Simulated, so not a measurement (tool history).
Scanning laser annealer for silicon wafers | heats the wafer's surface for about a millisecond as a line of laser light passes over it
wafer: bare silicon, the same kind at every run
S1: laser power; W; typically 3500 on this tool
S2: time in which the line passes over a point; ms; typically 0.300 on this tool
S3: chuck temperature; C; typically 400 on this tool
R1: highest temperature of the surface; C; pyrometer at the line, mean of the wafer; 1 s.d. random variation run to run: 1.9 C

{"run": 1, "hour": 0.0, "S1": 3500, "S2": 0.3, "S3": 400, "R1": 1167}
{"run": 2, "hour": 78.2, "S1": 3500, "S2": 0.3, "S3": 400, "R1": 1166}
{"run": 3, "hour": 116.1, "S1": 3500, "S2": 0.3, "S3": 400, "R1": 1165}
{"run": 4, "hour": 189.8, "S1": 3500, "S2": 0.3, "S3": 400, "R1": 1161}
{"run": 5, "hour": 270.8, "S1": 3500, "S2": 0.3, "S3": 400, "R1": 1162}
{"run": 6, "hour": 349.4, "S1": 3500, "S2": 0.284, "S3": 400, "R1": 1141}
{"run": 7, "hour": 424.2, "S1": 3500, "S2": 0.284, "S3": 400, "R1": 1137}
{"run": 8, "hour": 485.0, "S1": 3500, "S2": 0.3, "S3": 399, "R1": 1157}
{"run": 9, "hour": 533.2, "S1": 3500, "S2": 0.3, "S3": 429, "R1": 1182}
{"run": 10, "hour": 570.7, "S1": 3500, "S2": 0.3, "S3": 400, "R1": 1154}
{"run": 11, "hour": 608.0, "S1": 3500, "S2": 0.3, "S3": 400, "R1": 1154}
{"run": 12, "hour": 647.9, "S1": 3500, "S2": 0.372, "S3": 385, "R1": 1226}
{"hour": 656.0, "done": "window over the wafer cleaned"}
{"run": 13, "hour": 690.8, "S1": 3759, "S2": 0.242, "S3": 418, "R1": 1128}
{"run": 14, "hour": 756.5, "S1": 3643, "S2": 0.3, "S3": 400, "R1": 1173}
{"run": 15, "hour": 794.3, "S1": 3189, "S2": 0.3, "S3": 395, "R1": 1068}
{"run": 16, "hour": 839.7, "S1": 3189, "S2": 0.3, "S3": 395, "R1": 1066}
{"run": 17, "hour": 896.2, "S1": 3011, "S2": 0.336, "S3": 400, "R1": 1072}
{"hour": 904.7, "done": "window over the wafer cleaned, once more"}
{"run": 18, "hour": 974.1, "S1": 3173, "S2": 0.3, "S3": 400, "R1": 1097}
{"run": 19, "hour": 1017.0, "S1": 3173, "S2": 0.3, "S3": 400, "R1": 1096}
{"run": 20, "hour": 1085.5, "S1": 3173, "S2": 0.3, "S3": 400, "R1": 1094}
{"run": 21, "hour": 1123.6, "S1": 3613, "S2": 0.3, "S3": 400, "R1": 1187}
{"run": 22, "hour": 1200.5, "S1": 3381, "S2": 0.226, "S3": 434, "R1": 1069}

Each row is a separate what-if for the run after 22, all from the same tool condition, not one after another. Results?
{"run": "A", "hour": 1238.7, "S1": 3381, "S2": 0.23, "S3": 438, "R1": "?"}
{"run": "B", "hour": 1238.7, "S1": 3756, "S2": 0.315, "S3": 391, "R1": "?"}
{"run": "C", "hour": 1238.7, "S1": 3021, "S2": 0.226, "S3": 374, "R1": "?"}
{"run": "D", "hour": 1238.7, "S1": 3044, "S2": 0.226, "S3": 434, "R1": "?"}

run=A R1=1080
run=B R1=1228
run=C R1=941
run=D R1=1006
With the hidden condition removed and each run's random variation left untouched, the same runs would have given:
run=A R1=1096
run=B R1=1250
run=C R1=956
run=D R1=1020

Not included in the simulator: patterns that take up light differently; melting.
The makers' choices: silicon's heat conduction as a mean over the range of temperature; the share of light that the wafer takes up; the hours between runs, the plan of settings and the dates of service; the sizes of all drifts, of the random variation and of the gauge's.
